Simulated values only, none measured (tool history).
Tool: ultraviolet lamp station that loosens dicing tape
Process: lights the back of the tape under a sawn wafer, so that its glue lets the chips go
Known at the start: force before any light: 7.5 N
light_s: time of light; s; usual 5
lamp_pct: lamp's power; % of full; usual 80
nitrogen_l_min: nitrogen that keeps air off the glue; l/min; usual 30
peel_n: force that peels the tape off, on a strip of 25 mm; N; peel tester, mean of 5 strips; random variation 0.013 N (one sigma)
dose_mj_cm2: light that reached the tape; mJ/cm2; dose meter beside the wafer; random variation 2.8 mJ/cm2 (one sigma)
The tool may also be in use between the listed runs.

run,hour,light_s,lamp_pct,nitrogen_l_min,peel_n,dose_mj_cm2
1,0,5,80,30,0.609,391
2,10.9,5,80,30,0.626,383
3,18.7,5,80,30,0.601,389
4,26.4,5,80,30,0.614,390
5,37.5,7,80,30,0.268,546
6,43,7,80,30,0.262,548
7,49.6,7,80,30,0.264,544
8,57.9,7,80,30,0.274,552
9,68.5,7,80,9,0.847,548
10,77.6,7,80,9,0.888,548
11,90.3,7,80,9,0.839,550
12,99.5,3,80,9,2.943,232
13,107.5,3,64,9,3.486,189
14,116.9,3,64,9,3.57,185
15,127.7,5,71,30,0.792,349
16,136,5,71,30,0.801,347
17,143.6,5,71,30,0.79,345
18,153.2,5,100,51,0.223,490
19,165.2,3,71,17,2.576,211
20,173.5,2,88,13,3.208,168
21,185.7,9,80,30,0.137,702
22,197,9,80,28,0.162,698
23,206.3,5,80,28,0.634,394
24,216.5,6,80,39,0.314,472
25,222.3,6,67,17,0.983,387
26,229,4,80,30,0.97,314
27,237.8,7,80,11,0.705,548
28,248,5,92,11,1.038,452
29,258.1,5,92,11,1.071,447
30,270.2,5,94,40,0.32,456
31,282.6,5,94,40,0.334,463
# hour 287: window cleaned of glue's vapour
32,293.5,5,94,40,0.307,457
33,306.2,5,80,30,0.609,391

5 ways to go on from here, each from the tool as it stands after run 33. What would each give?
A,318,9,78,25,?,?
B,318,5,62,30,?,?
C,318,3,83,52,?,?
D,318,3,80,22,?,?
E,318,5,80,30,?,?

run,peel_n,dose_mj_cm2
A,0.176,686
B,1.051,304
C,1.073,242
D,1.915,236
E,0.629,386
Without the tool's hidden state the same runs would have given:
run,peel_n,dose_mj_cm2
A,0.176,686
B,1.05,304
C,1.072,243
D,1.914,236
E,0.629,386

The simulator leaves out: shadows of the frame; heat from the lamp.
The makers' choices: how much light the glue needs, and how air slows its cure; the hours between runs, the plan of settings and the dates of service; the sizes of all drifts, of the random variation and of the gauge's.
